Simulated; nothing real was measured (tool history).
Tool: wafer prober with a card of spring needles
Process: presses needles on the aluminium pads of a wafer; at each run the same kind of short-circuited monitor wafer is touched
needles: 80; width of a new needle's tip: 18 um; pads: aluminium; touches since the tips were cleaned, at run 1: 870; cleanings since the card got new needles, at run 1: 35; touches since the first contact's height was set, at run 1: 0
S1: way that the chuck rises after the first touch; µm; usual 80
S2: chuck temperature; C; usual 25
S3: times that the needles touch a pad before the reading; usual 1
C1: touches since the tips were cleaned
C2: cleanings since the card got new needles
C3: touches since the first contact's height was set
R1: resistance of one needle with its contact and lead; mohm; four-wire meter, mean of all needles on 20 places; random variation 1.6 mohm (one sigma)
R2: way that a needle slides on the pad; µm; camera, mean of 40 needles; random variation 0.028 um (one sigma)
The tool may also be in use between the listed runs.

run 1 hour=0.0 | S1=80 S2=25 S3=1 | C1=870 C2=35 C3=0 | R1=160 R2=16.04
-- hour=11.4 tips cleaned on abrasive film
run 2 hour=20.2 | S1=78 S2=25 S3=1 | C1=5026 C2=36 C3=11464 | R1=185 R2=15.61
-- hour=24.6 tips cleaned on abrasive film
run 3 hour=32.2 | S1=78 S2=25 S3=1 | C1=4333 C2=37 C3=18216 | R1=172 R2=15.61
-- hour=38.9 tips cleaned on abrasive film
-- hour=53.2 tips cleaned on abrasive film
run 4 hour=57.2 | S1=78 S2=25 S3=1 | C1=2298 C2=39 C3=32348 | R1=167 R2=15.61
-- hour=66.7 tips cleaned on abrasive film
run 5 hour=67.4 | S1=78 S2=25 S3=1 | C1=396 C2=40 C3=38093 | R1=160 R2=15.61
-- hour=80.2 tips cleaned on abrasive film
run 6 hour=85.8 | S1=80 S2=25 S3=1 | C1=3197 C2=41 C3=48507 | R1=170 R2=15.96
-- hour=93.4 tips cleaned on abrasive film
run 7 hour=101.8 | S1=80 S2=25 S3=1 | C1=4779 C2=42 C3=57555 | R1=172 R2=15.91
-- hour=107.3 tips cleaned on abrasive film
run 8 hour=118.4 | S1=61 S2=25 S3=1 | C1=6318 C2=43 C3=66980 | R1=190 R2=12.10
-- hour=120.3 tips cleaned on abrasive film
run 9 hour=130.9 | S1=61 S2=25 S3=1 | C1=6012 C2=44 C3=74009 | R1=186 R2=12.18
-- hour=134.2 tips cleaned on abrasive film
-- hour=142.2 tips cleaned on abrasive film, once more
run 10 hour=147.3 | S1=61 S2=25 S3=1 | C1=2934 C2=46 C3=83250 | R1=176 R2=12.08
-- hour=155.3 tips cleaned on abrasive film
run 11 hour=160.3 | S1=80 S2=25 S3=3 | C1=2814 C2=47 C3=90571 | R1=161 R2=15.88
-- hour=170.1 tips cleaned on abrasive film
-- hour=170.4 height of the first contact set anew
run 12 hour=179.5 | S1=80 S2=25 S3=3 | C1=5168 C2=48 C3=5168 | R1=160 R2=16.06
-- hour=185.1 tips cleaned on abrasive film
-- hour=198.9 tips cleaned on abrasive film
run 13 hour=203.9 | S1=99 S2=49 S3=1 | C1=2867 C2=50 C3=18964 | R1=167 R2=19.81
-- hour=212.4 tips cleaned on abrasive film
run 14 hour=220.7 | S1=67 S2=25 S3=1 | C1=4765 C2=51 C3=28482 | R1=179 R2=13.38
-- hour=225.9 tips cleaned on abrasive film
run 15 hour=238.4 | S1=67 S2=25 S3=1 | C1=7080 C2=52 C3=38456 | R1=186 R2=13.41
-- hour=239.6 tips cleaned on abrasive film
-- hour=253.1 tips cleaned on abrasive film
run 16 hour=253.9 | S1=74 S2=25 S3=2 | C1=424 C2=54 C3=47186 | R1=160 R2=14.75
-- hour=266.1 tips cleaned on abrasive film
run 17 hour=266.1 | S1=74 S2=25 S3=2 | C1=0 C2=55 C3=54077 | R1=155 R2=14.74
run 18 hour=276.9 | S1=89 S2=66 S3=3 | C1=6144 C2=55 C3=60221 | R1=167 R2=17.73
-- hour=279.4 tips cleaned on abrasive film
-- hour=292.7 tips cleaned on abrasive film
run 19 hour=294.8 | S1=89 S2=66 S3=3 | C1=1189 C2=57 C3=70297 | R1=163 R2=17.70
-- hour=306.2 tips cleaned on abrasive film
run 20 hour=308.1 | S1=89 S2=66 S3=3 | C1=1079 C2=58 C3=77818 | R1=164 R2=17.67
-- hour=320.2 tips cleaned on abrasive film
run 21 hour=327.2 | S1=87 S2=25 S3=1 | C1=3943 C2=59 C3=88627 | R1=170 R2=17.31
-- hour=334.8 tips cleaned on abrasive film
-- hour=340.4 height of the first contact set anew
run 22 hour=340.9 | S1=87 S2=25 S3=1 | C1=3301 C2=60 C3=260 | R1=163 R2=17.38

Forecast each of these 4 alternatives for the next run:
-- hour=349.3 tips cleaned on abrasive film
run A hour=360.3 | S1=96 S2=40 S3=2 | C1=6243 C2=61 C3=11241 | R1=? R2=?
-- hour=349.3 tips cleaned on abrasive film
run B hour=360.3 | S1=87 S2=25 S3=2 | C1=6243 C2=61 C3=11241 | R1=? R2=?
-- hour=349.3 tips cleaned on abrasive film
run C hour=360.3 | S1=80 S2=88 S3=1 | C1=6243 C2=61 C3=11241 | R1=? R2=?
-- hour=349.3 tips cleaned on abrasive film
run D hour=360.3 | S1=91 S2=45 S3=1 | C1=6243 C2=61 C3=11241 | R1=? R2=?

run=A R1=166 R2=19.22
run=B R1=164 R2=17.43
run=C R1=183 R2=16.01
run=D R1=170 R2=18.22
Without the tool's hidden state the same runs would have given:
run=A R1=157 R2=19.23
run=B R1=153 R2=17.44
run=C R1=165 R2=16.02
run=D R1=154 R2=18.23
